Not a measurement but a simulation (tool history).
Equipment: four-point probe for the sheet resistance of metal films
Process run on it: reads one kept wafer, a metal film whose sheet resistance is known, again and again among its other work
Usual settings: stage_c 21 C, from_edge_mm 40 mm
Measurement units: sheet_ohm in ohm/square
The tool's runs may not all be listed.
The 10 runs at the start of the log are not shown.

run   hour  stage_c  from_edge_mm  sheet_ohm
 11  222.8       25            40   0.993992
 12  250.4       21            10   1.001045
 13  266.7       21            10   1.001162
 14  282.7       35            40   0.997325
     285.2  -- stage's thermometer calibrated
 15  306.2       35            40   0.996635
 16    326       35            40   0.997283
 17  353.9       35            40   0.996983
 18  386.2       30            48   0.995527

Run 19, settings as shown, results not yet in. Your forecast:
 19   408       30            48          ?

Run 19 came out at sheet_ohm 0.995366 ohm/square.
Had the tool carried no hidden state, the very same run would have given sheet_ohm 0.996921 ohm/square.
